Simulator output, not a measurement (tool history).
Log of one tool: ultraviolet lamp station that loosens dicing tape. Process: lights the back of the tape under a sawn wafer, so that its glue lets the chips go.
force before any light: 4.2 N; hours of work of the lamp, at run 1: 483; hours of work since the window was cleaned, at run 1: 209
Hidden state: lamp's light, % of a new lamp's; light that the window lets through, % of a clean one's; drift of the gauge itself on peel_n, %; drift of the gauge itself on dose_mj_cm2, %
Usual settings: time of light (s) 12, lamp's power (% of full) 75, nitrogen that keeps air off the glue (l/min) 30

| run | day | time of light (s) | lamp's power (% of full) | nitrogen that keeps air off the glue (l/min) | hours of work of the lamp | hours of work since the window was cleaned | force that peels the tape off (N) | light that reached the tape (J/m2) |
|---|---|---|---|---|---|---|---|---|
| 1 | 0.000 | 12 | 75 | 30 | 483 | 209 | 0.313 | 2630 |
| 2 | 0.608 | 12 | 75 | 30 | 494 | 219 | 0.296 | 2660 |
| 3 | 1.479 | 12 | 75 | 30 | 508 | 233 | 0.304 | 2620 |
| 4 | 2.121 | 12 | 75 | 30 | 519 | 244 | 0.310 | 2670 |
| 5 | 3.238 | 12 | 75 | 30 | 537 | 263 | 0.310 | 2670 |
| 6 | 3.912 | 12 | 73 | 30 | 549 | 274 | 0.301 | 2620 |
| 7 | 4.450 | 12 | 73 | 30 | 558 | 283 | 0.318 | 2530 |
| 8 | 5.121 | 12 | 73 | 30 | 569 | 294 | 0.313 | 2540 |
| 9 | 6.375 | 12 | 94 | 30 | 590 | 315 | 0.257 | 3320 |
| 10 | 7.596 | 12 | 94 | 30 | 610 | 335 | 0.260 | 3280 |
| 11 | 8.775 | 12 | 94 | 30 | 630 | 355 | 0.255 | 3310 |
| 12 | 10.004 | 12 | 94 | 30 | 650 | 375 | 0.245 | 3330 |
| 13 | 11.288 | 12 | 94 | 30 | 672 | 397 | 0.277 | 3270 |
| 14 | 12.538 | 12 | 94 | 30 | 693 | 418 | 0.252 | 3300 |
| 15 | 13.783 | 12 | 94 | 30 | 713 | 438 | 0.266 | 3300 |
| 16 | 14.558 | 13 | 94 | 30 | 726 | 451 | 0.253 | 3610 |
| 17 | 15.600 | 13 | 94 | 30 | 744 | 469 | 0.252 | 3570 |
| 18 | 16.388 | 21 | 68 | 43 | 757 | 482 | 0.243 | 4200 |
| 19 | 17.421 | 10 | 75 | 22 | 774 | 499 | 0.436 | 2170 |
|  | 18.017 | window cleaned of glue's vapour |
| 20 | 18.700 | 10 | 69 | 27 | 795 | 11 | 0.451 | 2050 |
| 21 | 19.446 | 9 | 93 | 28 | 807 | 24 | 0.339 | 2460 |
| 22 | 20.588 | 14 | 79 | 11 | 826 | 43 | 0.393 | 3250 |
| 23 | 21.629 | 6 | 94 | 51 | 844 | 60 | 0.433 | 1650 |
| 24 | 22.446 | 6 | 83 | 27 | 857 | 74 | 0.692 | 1470 |

Forecast run 25:
| 25 | 23.200 | 23 | 75 | 9 | 870 | 86 | ? | ? |

Run 25 gave force that peels the tape off (N) 0.282, light that reached the tape (J/m2) 5030.
Without the tool's hidden state the same run would have given force that peels the tape off (N) 0.281, light that reached the tape (J/m2) 5040.
